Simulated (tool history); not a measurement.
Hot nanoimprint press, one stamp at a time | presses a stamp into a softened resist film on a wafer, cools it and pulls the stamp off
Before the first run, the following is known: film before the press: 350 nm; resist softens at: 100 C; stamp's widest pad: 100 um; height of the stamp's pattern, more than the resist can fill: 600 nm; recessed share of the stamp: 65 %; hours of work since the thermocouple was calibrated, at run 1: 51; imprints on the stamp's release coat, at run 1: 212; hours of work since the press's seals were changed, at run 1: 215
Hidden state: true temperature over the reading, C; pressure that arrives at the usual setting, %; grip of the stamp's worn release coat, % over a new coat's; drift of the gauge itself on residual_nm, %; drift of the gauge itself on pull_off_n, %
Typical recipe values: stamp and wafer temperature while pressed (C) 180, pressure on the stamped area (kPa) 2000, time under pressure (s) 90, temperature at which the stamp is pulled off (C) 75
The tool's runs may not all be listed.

run	day	stamp and wafer temperature while pressed (C)	pressure on the stamped area (kPa)	time under pressure (s)	temperature at which the stamp is pulled off (C)	hours of work since the thermocouple was calibrated	imprints on the stamp's release coat	hours of work since the press's seals were changed	resist left under the stamp's widest pad (angstrom)	greatest force while the stamp is pulled off (N)
1	0.000	180	2000	90	75	51	212	215	1669	246
2	0.550	180	2000	90	75	57	247	221	1668	232
3	0.850	180	1800	90	75	60	265	224	1753	240
4	1.254	180	1800	90	75	65	290	229	1775	248
5	1.508	180	2000	90	82	68	306	232	1695	225
6	1.825	180	2000	90	82	72	326	235	1694	228
7	2.179	180	2000	90	82	76	348	239	1685	228
8	2.571	180	2000	90	82	80	372	244	1705	228
9	3.025	180	2000	90	82	85	400	249	1683	233
10	3.533	180	2000	90	82	91	432	255	1687	237
11	3.829	180	2000	90	76	94	450	258	1665	258
12	4.192	180	2460	90	75	98	473	262	1546	265
13	4.488	180	2460	90	75	102	491	266	1518	258
14	4.808	188	2610	90	78	105	511	269	1104	260
15	5.062	188	2610	90	78	108	527	272	1102	258
16	5.488	180	2610	90	82	113	553	277	1493	244
17	5.917	180	2610	90	82	118	580	282	1491	253
18	6.312	180	2610	90	82	123	605	286	1504	253
19	6.600	190	2830	79	70	126	622	290	1037	281
20	7.012	171	2000	90	64	131	648	294	2340	302
21	7.308	171	2280	90	64	134	667	298	2202	302
22	7.833	191	2450	69	79	140	699	304	1138	277
23	8.333	184	2450	69	79	146	730	309	1459	268
24	8.567	179	1570	91	72	148	745	312	1926	297
25	9.025	179	1570	91	72	153	773	317	1958	295

What if the next run were any one of these 4? Each begins from the tool's condition after run 25:
A	9.338	179	1570	75	61	157	793	321	?	?
B	9.338	184	1570	91	72	157	793	321	?	?
C	9.338	180	1620	90	75	157	793	321	?	?
D	9.338	184	2530	54	75	157	793	321	?	?

run	resist left under the stamp's widest pad (angstrom)	greatest force while the stamp is pulled off (N)
A	2065	339
B	1642	301
C	1864	299
D	1592	294
The same runs, with their run-to-run variation unchanged, on a tool lacking any hidden condition would have given:
run	resist left under the stamp's widest pad (angstrom)	greatest force while the stamp is pulled off (N)
A	2014	250
B	1596	223
C	1813	221
D	1538	217
